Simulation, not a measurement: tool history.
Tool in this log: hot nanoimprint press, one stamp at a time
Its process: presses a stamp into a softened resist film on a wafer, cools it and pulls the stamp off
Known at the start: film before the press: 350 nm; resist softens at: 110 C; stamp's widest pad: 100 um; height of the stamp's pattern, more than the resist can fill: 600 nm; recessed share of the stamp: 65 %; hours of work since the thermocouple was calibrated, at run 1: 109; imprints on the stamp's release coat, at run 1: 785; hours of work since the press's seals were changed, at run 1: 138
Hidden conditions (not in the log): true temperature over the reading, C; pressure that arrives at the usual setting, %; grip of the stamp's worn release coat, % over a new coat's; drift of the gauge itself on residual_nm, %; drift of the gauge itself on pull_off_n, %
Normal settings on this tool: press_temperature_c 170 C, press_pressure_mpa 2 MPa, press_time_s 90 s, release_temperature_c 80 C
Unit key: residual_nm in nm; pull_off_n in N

run	hour	press_temperature_c	press_pressure_mpa	press_time_s	release_temperature_c	hours of work since the thermocouple was calibrated	imprints on the stamp's release coat	hours of work since the press's seals were changed	residual_nm	pull_off_n
1	0	170	2	90	80	109	785	138	150.6	262
2	7.9	170	2	50	80	114	815	143	185.6	257
3	11.8	170	2	50	80	117	829	145	184.9	255
4	20.3	162	2	90	80	122	861	150	235.3	258
5	28.3	170	1.94	90	80	127	891	155	153	258
# hour 37.9: stamp cleaned and given a new release coat
6	42.4	170	1.37	90	80	132	17	160	179.6	200
7	50.8	170	1.37	90	80	137	48	165	179.3	207
8	59.8	170	1.37	90	80	142	82	171	179.3	206
9	63.5	170	1.37	90	80	144	95	173	179.5	208
10	67.8	170	1.37	90	72	147	111	176	179.5	246
11	71.9	170	1.37	90	72	150	127	178	179.6	243
12	76.3	170	1.37	90	72	152	143	181	179.4	242
13	81.1	170	2	67	82	155	161	184	167.3	203
14	85.1	170	1.63	90	74	158	176	186	165.6	239
15	89.5	165	1.37	70	83	160	192	189	247.5	204
16	98.6	170	2	83	80	166	226	195	155	213
17	104.5	170	2	73	74	170	248	198	162	249
18	111.8	170	2	73	74	174	275	203	162.1	242
19	116.1	170	2	50	84	177	291	205	184.3	201
20	122.1	170	2	50	84	180	314	209	185.2	206
21	128.8	177	1.92	71	72	184	338	213	111.4	257
22	136.1	169	1.62	90	80	189	366	218	175.4	233

Predict each of these 3 candidate next runs independently; none follows another, all start after run 22:
A	141.9	169	1.39	90	72	192	387	221	?	?
B	141.9	169	1.93	90	80	192	387	221	?	?
C	141.9	171	2.7	84	80	192	387	221	?	?

run	residual_nm	pull_off_n
A	187.5	261
B	162	234
C	124.8	226
Without the tool's unlogged condition, the same runs would have read:
run	residual_nm	pull_off_n
A	192	236
B	165.9	211
C	127.5	204

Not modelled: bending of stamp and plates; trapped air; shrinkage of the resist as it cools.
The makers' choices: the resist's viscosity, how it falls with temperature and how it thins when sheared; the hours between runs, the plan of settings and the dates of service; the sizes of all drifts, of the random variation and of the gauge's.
